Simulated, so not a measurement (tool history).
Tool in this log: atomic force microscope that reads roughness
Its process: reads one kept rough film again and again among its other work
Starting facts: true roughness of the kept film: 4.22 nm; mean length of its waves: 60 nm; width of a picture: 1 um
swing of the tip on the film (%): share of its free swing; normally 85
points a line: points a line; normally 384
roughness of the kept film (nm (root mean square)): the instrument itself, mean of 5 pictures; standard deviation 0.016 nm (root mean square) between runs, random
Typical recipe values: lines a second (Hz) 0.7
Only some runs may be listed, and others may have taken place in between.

| run | hour | lines a second (Hz) | swing of the tip on the film (%) | points a line | roughness of the kept film (nm (root mean square)) |
|---|---|---|---|---|---|
| 1 | 0 | 0.7 | 85 | 384 | 3.705 |
| 2 | 8.6 | 0.7 | 85 | 384 | 3.685 |
| 3 | 17.2 | 0.7 | 85 | 812 | 3.688 |
| 4 | 29.2 | 0.7 | 85 | 384 | 3.626 |
| 5 | 39 | 0.7 | 85 | 384 | 3.589 |
| 6 | 46.2 | 0.7 | 85 | 384 | 3.588 |
| 7 | 52.9 | 0.7 | 61 | 384 | 3.784 |
| 8 | 61.4 | 0.7 | 61 | 384 | 3.775 |
| 9 | 68.2 | 0.7 | 61 | 384 | 3.733 |
| 10 | 77 | 0.7 | 61 | 384 | 3.755 |
| 11 | 90.1 | 0.7 | 85 | 384 | 3.45 |
| 12 | 96.7 | 0.7 | 85 | 384 | 3.484 |
|  | 98.4 | new tip fitted |
| 13 | 104.1 | 0.7 | 85 | 384 | 3.741 |
| 14 | 114.4 | 0.7 | 85 | 384 | 3.739 |
| 15 | 124 | 0.7 | 85 | 384 | 3.688 |
| 16 | 132 | 0.7 | 85 | 384 | 3.689 |
| 17 | 138.7 | 0.7 | 85 | 384 | 3.661 |
| 18 | 149.5 | 0.7 | 85 | 436 | 3.621 |
| 19 | 158.3 | 1.196 | 85 | 384 | 3.377 |
| 20 | 172.7 | 0.7 | 85 | 384 | 3.584 |
| 21 | 183.5 | 0.7 | 85 | 384 | 3.526 |
| 22 | 194.9 | 0.7 | 85 | 384 | 3.521 |
| 23 | 206.2 | 0.7 | 85 | 384 | 3.476 |
|  | 208.1 | height scale calibrated on a step standard |
| 24 | 214.9 | 0.7 | 85 | 384 | 3.467 |
|  | 216.6 | new tip fitted |
| 25 | 229.5 | 0.7 | 82 | 298 | 3.782 |
| 26 | 235.4 | 1.748 | 80 | 284 | 3.443 |
| 27 | 249.4 | 1.748 | 80 | 284 | 3.4 |
| 28 | 261 | 1.748 | 67 | 284 | 3.625 |
| 29 | 273.4 | 0.624 | 67 | 408 | 3.808 |
| 30 | 285.3 | 0.594 | 67 | 811 | 3.807 |
| 31 | 291.8 | 0.594 | 65 | 328 | 3.773 |
|  | 296.2 | height scale calibrated on a step standard, once more |
| 32 | 303.7 | 0.594 | 65 | 328 | 3.785 |
| 33 | 313.2 | 2.78 | 85 | 540 | 2.857 |
| 34 | 322.6 | 2.78 | 85 | 540 | 2.83 |
| 35 | 333.3 | 2.817 | 60 | 849 | 3.475 |
|  | 334.9 | new tip fitted |
| 36 | 345.4 | 2.817 | 60 | 849 | 3.776 |
| 37 | 353.2 | 0.544 | 71 | 507 | 3.913 |
| 38 | 360 | 0.7 | 88 | 997 | 3.656 |
| 39 | 371.6 | 0.7 | 88 | 997 | 3.623 |
| 40 | 381.6 | 2.034 | 90 | 646 | 3.018 |
| 41 | 393.3 | 1.002 | 56 | 973 | 3.851 |
| 42 | 407.3 | 1.002 | 56 | 973 | 3.811 |
| 43 | 415.9 | 1.002 | 56 | 973 | 3.795 |
| 44 | 426 | 1.002 | 56 | 973 | 3.789 |

What if the next run were any one of these 4? Each begins from the tool's condition after run 44:
| A | 438.3 | 1.28 | 71 | 895 | ? |
| B | 438.3 | 0.7 | 69 | 432 | ? |
| C | 438.3 | 1.492 | 89 | 318 | ? |
| D | 438.3 | 3.695 | 82 | 827 | ? |

| run | roughness of the kept film (nm (root mean square)) |
|---|---|
| A | 3.548 |
| B | 3.693 |
| C | 3.117 |
| D | 2.693 |
Stripped of hidden state, with their random variation kept, the same runs would have yielded:
| run | roughness of the kept film (nm (root mean square)) |
|---|---|
| A | 3.827 |
| B | 3.983 |
| C | 3.362 |
| D | 2.904 |
